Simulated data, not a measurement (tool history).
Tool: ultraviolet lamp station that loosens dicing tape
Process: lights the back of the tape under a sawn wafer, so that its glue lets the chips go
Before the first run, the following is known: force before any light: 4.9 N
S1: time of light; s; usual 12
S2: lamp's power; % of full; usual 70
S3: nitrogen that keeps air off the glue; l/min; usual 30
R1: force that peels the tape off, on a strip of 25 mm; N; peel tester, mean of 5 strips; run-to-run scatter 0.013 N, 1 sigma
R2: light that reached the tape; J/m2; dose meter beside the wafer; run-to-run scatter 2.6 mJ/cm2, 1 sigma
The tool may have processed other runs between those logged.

run 1 hour=0 | S1=12 S2=70 S3=30 | R1=0.927 R2=2540
run 2 hour=82.4 | S1=12 S2=75 S3=30 | R1=0.877 R2=2630
-- hour=161.3 window cleaned of glue's vapour
run 3 hour=174.5 | S1=12 S2=75 S3=30 | R1=0.731 R2=2960
run 4 hour=223.7 | S1=17 S2=70 S3=30 | R1=0.478 R2=3750
run 5 hour=307 | S1=12 S2=70 S3=30 | R1=0.941 R2=2570
run 6 hour=382.1 | S1=9 S2=70 S3=30 | R1=1.422 R2=1890
run 7 hour=473.9 | S1=9 S2=70 S3=30 | R1=1.442 R2=1820
run 8 hour=553.9 | S1=12 S2=70 S3=30 | R1=1.046 R2=2350
run 9 hour=623.4 | S1=12 S2=70 S3=30 | R1=1.09 R2=2280
run 10 hour=684.8 | S1=12 S2=70 S3=30 | R1=1.136 R2=2230
-- hour=698.3 window cleaned of glue's vapour
run 11 hour=778.3 | S1=12 S2=70 S3=30 | R1=0.957 R2=2480
run 12 hour=854.3 | S1=12 S2=70 S3=30 | R1=1.018 R2=2410
run 13 hour=905.5 | S1=12 S2=70 S3=30 | R1=1.04 R2=2340
run 14 hour=947.1 | S1=12 S2=70 S3=30 | R1=1.062 R2=2280
run 15 hour=1008.7 | S1=12 S2=65 S3=30 | R1=1.204 R2=2070
-- hour=1041.1 lamp changed
run 16 hour=1080.4 | S1=12 S2=70 S3=30 | R1=0.733 R2=2950
run 17 hour=1138.2 | S1=12 S2=70 S3=30 | R1=0.735 R2=2890
run 18 hour=1182.9 | S1=12 S2=70 S3=30 | R1=0.772 R2=2850
-- hour=1236 window cleaned of glue's vapour
run 19 hour=1249.6 | S1=12 S2=70 S3=30 | R1=0.654 R2=3160
run 20 hour=1317.7 | S1=12 S2=70 S3=30 | R1=0.654 R2=3070
run 21 hour=1395.7 | S1=12 S2=70 S3=43 | R1=0.665 R2=3000
run 22 hour=1458.1 | S1=10 S2=86 S3=30 | R1=0.692 R2=3020
run 23 hour=1525.1 | S1=13 S2=86 S3=37 | R1=0.44 R2=3810
run 24 hour=1596.9 | S1=11 S2=67 S3=30 | R1=0.993 R2=2410
run 25 hour=1674.9 | S1=13 S2=71 S3=20 | R1=0.841 R2=2940

Predict the results of run 26:
run 26 hour=1724 | S1=13 S2=71 S3=20 | R1=? R2=?

R1: 0.884 N
R2: 2910 J/m2
On a tool with no hidden condition, and with the same random variation, this run would have come out at R1 0.611 N, R2 3650 J/m2.
